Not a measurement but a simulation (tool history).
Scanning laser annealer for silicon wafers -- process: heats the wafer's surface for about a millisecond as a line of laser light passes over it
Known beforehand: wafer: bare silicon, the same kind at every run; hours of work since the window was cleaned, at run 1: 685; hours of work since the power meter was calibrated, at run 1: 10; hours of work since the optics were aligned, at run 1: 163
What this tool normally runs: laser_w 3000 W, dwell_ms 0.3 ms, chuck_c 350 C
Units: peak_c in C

run,day,laser_w,dwell_ms,chuck_c,hours of work since the window was cleaned,hours of work since the power meter was calibrated,hours of work since the optics were aligned,peak_c
1,0,3000,0.3,350,685,10,163,1185
2,1.338,3000,0.3,379,706,31,184,1213
# day 1.746: window over the wafer cleaned
3,2.267,3000,0.3,379,8,45,197,1212
4,3.092,2730,0.3,350,21,58,211,1109
5,4.429,2730,0.3,350,43,79,232,1107
6,5.454,2730,0.226,350,59,96,248,1014
7,6.742,2730,0.226,350,80,116,269,1015
8,7.604,2730,0.226,350,93,130,283,1012
9,8.821,2730,0.226,350,113,150,302,1015
10,9.679,2730,0.226,350,127,163,316,1016
11,10.975,2730,0.226,350,147,184,336,1015
12,12.238,3000,0.3,350,167,204,356,1184
13,13.579,3000,0.3,350,189,225,378,1183
14,14.538,3000,0.3,350,204,241,393,1183
15,15.808,3000,0.3,325,224,261,413,1157
16,16.383,3000,0.3,325,233,270,423,1158
17,17.367,3000,0.3,350,249,286,438,1186
18,18.488,3000,0.3,350,267,304,456,1185
19,19.167,3000,0.3,350,278,315,467,1184
20,19.767,3000,0.3,327,287,324,477,1163
21,21.025,3000,0.3,371,308,344,497,1205
22,21.8,3000,0.3,371,320,357,509,1208
23,22.883,2856,0.255,379,337,374,526,1115
24,23.883,2649,0.255,366,353,390,542,1048
25,25.292,3000,0.234,372,376,412,565,1114
26,25.967,3000,0.233,333,386,423,575,1072
27,26.55,3000,0.233,333,396,432,585,1071
28,27.796,3089,0.311,338,416,452,605,1211
29,28.942,3000,0.352,352,434,470,623,1248
30,29.888,2630,0.215,335,449,486,638,959
31,30.812,2630,0.215,335,464,500,653,959
32,31.742,3000,0.373,350,478,515,668,1276
33,32.625,2607,0.291,345,493,529,682,1056
34,33.446,2673,0.279,353,506,542,695,1070
35,34.671,2673,0.322,364,525,562,714,1131
36,35.6,2673,0.322,364,540,577,729,1131
37,36.742,2673,0.322,364,558,595,747,1133
38,37.542,2687,0.302,313,571,608,760,1061
39,38.325,2689,0.231,368,583,620,773,1030

Run 40 has not been measured yet. What should we expect?
40,39.558,2689,0.231,368,603,640,792,?

Run 40 gave peak_c 1027 C.
Without the tool's hidden state the same run would have given peak_c 1027 C.
